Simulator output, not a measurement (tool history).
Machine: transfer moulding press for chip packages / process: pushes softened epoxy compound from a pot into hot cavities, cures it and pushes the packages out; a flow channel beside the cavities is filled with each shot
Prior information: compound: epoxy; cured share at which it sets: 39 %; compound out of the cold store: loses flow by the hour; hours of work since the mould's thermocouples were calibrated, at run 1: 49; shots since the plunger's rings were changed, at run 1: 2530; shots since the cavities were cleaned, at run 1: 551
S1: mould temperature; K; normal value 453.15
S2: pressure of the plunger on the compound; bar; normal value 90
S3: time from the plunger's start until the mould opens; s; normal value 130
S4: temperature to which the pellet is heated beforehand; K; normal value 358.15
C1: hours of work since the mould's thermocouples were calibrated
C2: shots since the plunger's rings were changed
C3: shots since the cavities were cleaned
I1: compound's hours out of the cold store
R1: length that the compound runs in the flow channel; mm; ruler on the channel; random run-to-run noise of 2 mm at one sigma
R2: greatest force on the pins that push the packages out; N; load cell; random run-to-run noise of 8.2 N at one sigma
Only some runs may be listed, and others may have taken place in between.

run 1 hour=0 | S1=453.15 S2=90 S3=130 S4=358.15 | C1=49 C2=2530 C3=551 | I1=30.8 | R1=753 R2=655
-- hour=22.4 cavities cleaned with cleaning compound and waxed
run 2 hour=40 | S1=453.15 S2=90 S3=130 S4=367.15 | C1=65 C2=2769 C3=109 | I1=11 | R1=784 R2=452
run 3 hour=62.8 | S1=453.15 S2=90 S3=130 S4=358.15 | C1=75 C2=2911 C3=251 | I1=14.6 | R1=779 R2=530
run 4 hour=94.7 | S1=453.15 S2=90 S3=130 S4=358.15 | C1=88 C2=3109 C3=449 | I1=26 | R1=755 R2=593
run 5 hour=116.4 | S1=453.15 S2=90 S3=130 S4=358.15 | C1=98 C2=3243 C3=583 | I1=16.3 | R1=773 R2=650
-- hour=131.6 cavities cleaned with cleaning compound and waxed
run 6 hour=152.8 | S1=453.15 S2=90 S3=130 S4=358.15 | C1=112 C2=3460 C3=132 | I1=39.1 | R1=730 R2=459
run 7 hour=175.9 | S1=453.15 S2=90 S3=130 S4=358.15 | C1=122 C2=3604 C3=276 | I1=39.8 | R1=721 R2=512
run 8 hour=220.8 | S1=453.15 S2=90 S3=130 S4=358.15 | C1=141 C2=3882 C3=554 | I1=11.7 | R1=775 R2=662
-- hour=239.9 cavities cleaned with cleaning compound and waxed
run 9 hour=256.9 | S1=453.15 S2=90 S3=130 S4=358.15 | C1=156 C2=4097 C3=106 | I1=20.3 | R1=754 R2=446
-- hour=270.2 plunger's sealing rings changed
run 10 hour=287.9 | S1=453.15 S2=90 S3=132 S4=358.15 | C1=168 C2=110 C3=283 | I1=40.2 | R1=757 R2=521
run 11 hour=324.8 | S1=453.15 S2=90 S3=132 S4=358.15 | C1=183 C2=339 C3=512 | I1=17.9 | R1=800 R2=615
-- hour=350.2 cavities cleaned with cleaning compound and waxed
run 12 hour=353.5 | S1=453.15 S2=90 S3=131 S4=358.15 | C1=195 C2=507 C3=20 | I1=14.3 | R1=806 R2=388
run 13 hour=379.1 | S1=453.15 S2=76.4 S3=130 S4=358.15 | C1=206 C2=666 C3=179 | I1=31.3 | R1=708 R2=492
run 14 hour=412.4 | S1=453.15 S2=90 S3=130 S4=354.15 | C1=220 C2=873 C3=386 | I1=37.8 | R1=756 R2=581
run 15 hour=442.2 | S1=453.15 S2=78.3 S3=130 S4=358.15 | C1=233 C2=1058 C3=571 | I1=9.2 | R1=757 R2=621
-- hour=459.7 cavities cleaned with cleaning compound and waxed
run 16 hour=491 | S1=453.15 S2=78.3 S3=130 S4=358.15 | C1=253 C2=1352 C3=195 | I1=45.1 | R1=690 R2=496
run 17 hour=526.2 | S1=453.15 S2=78.3 S3=130 S4=358.15 | C1=267 C2=1570 C3=413 | I1=30.2 | R1=714 R2=585
run 18 hour=549.7 | S1=458.15 S2=78.3 S3=122 S4=358.15 | C1=277 C2=1716 C3=559 | I1=38.1 | R1=679 R2=588
-- hour=567.9 cavities cleaned with cleaning compound and waxed
run 19 hour=583.3 | S1=457.15 S2=104.3 S3=130 S4=358.15 | C1=291 C2=1915 C3=95 | I1=18.6 | R1=828 R2=412
run 20 hour=623.7 | S1=446.15 S2=83.2 S3=163 S4=357.15 | C1=308 C2=2166 C3=346 | I1=26.7 | R1=755 R2=561
run 21 hour=670.9 | S1=446.15 S2=78.8 S3=154 S4=357.15 | C1=328 C2=2459 C3=639 | I1=13.5 | R1=763 R2=731
-- hour=678.4 cavities cleaned with cleaning compound and waxed
run 22 hour=694.4 | S1=450.15 S2=78.8 S3=159 S4=350.15 | C1=337 C2=2596 C3=100 | I1=19.1 | R1=735 R2=415
run 23 hour=720.9 | S1=450.15 S2=78.8 S3=159 S4=350.15 | C1=349 C2=2760 C3=264 | I1=35.8 | R1=704 R2=493

Run 24 comes next. What will it give?
run 24 hour=756 | S1=453.15 S2=68.1 S3=158 S4=366.15 | C1=364 C2=2978 C3=482 | I1=9.9 | R1=? R2=?

{"run 24": {"R1": 688, "R2": 554}}
With the hidden condition absent and the run-to-run variation left alone, this run would have shown R1 718 mm, R2 331 N.
